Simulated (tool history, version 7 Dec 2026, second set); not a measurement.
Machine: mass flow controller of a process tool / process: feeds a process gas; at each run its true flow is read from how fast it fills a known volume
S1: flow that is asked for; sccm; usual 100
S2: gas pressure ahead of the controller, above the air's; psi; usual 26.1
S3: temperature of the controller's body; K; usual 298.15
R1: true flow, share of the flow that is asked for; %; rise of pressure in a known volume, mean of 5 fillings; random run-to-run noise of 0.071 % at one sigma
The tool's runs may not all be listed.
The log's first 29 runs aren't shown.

run 30 hour=5980.1 | S1=79 S2=40.2 S3=294.15 | R1=99.22
run 31 hour=6221.4 | S1=133 S2=29.6 S3=295.15 | R1=99.06
run 32 hour=6434.1 | S1=86 S2=27.7 S3=312.15 | R1=98.31
run 33 hour=6636 | S1=34 S2=31 S3=295.15 | R1=98.82
run 34 hour=6820.9 | S1=34 S2=31 S3=295.15 | R1=98.76
run 35 hour=7052.7 | S1=23 S2=21.8 S3=300.15 | R1=98.35
run 36 hour=7192.8 | S1=23 S2=21.8 S3=300.15 | R1=98.4
run 37 hour=7445.5 | S1=23 S2=21.8 S3=300.15 | R1=98.46
run 38 hour=7700.4 | S1=100 S2=29.3 S3=298.15 | R1=98.65
-- hour=7787.4 gauge calibrated
run 39 hour=7848.5 | S1=100 S2=29.3 S3=298.15 | R1=99.76
run 40 hour=8079.8 | S1=42 S2=21.5 S3=309.15 | R1=99.01
run 41 hour=8292.7 | S1=141 S2=20.9 S3=295.15 | R1=99.9

5 options for the next run, each taken on its own from the tool as it stands now. Forecast them:
run A hour=8410.4 | S1=141 S2=23.8 S3=295.15 | R1=?
run B hour=8410.4 | S1=100 S2=26.1 S3=294.15 | R1=?
run C hour=8410.4 | S1=121 S2=20.9 S3=294.15 | R1=?
run D hour=8410.4 | S1=100 S2=20.3 S3=298.15 | R1=?
run E hour=8410.4 | S1=180 S2=20.7 S3=301.15 | R1=?

run=A R1=99.75
run=B R1=99.74
run=C R1=99.68
run=D R1=99.53
run=E R1=99.53
With no hidden state in the tool, these same runs would have given:
run=A R1=99.82
run=B R1=99.81
run=C R1=99.75
run=D R1=99.59
run=E R1=99.6
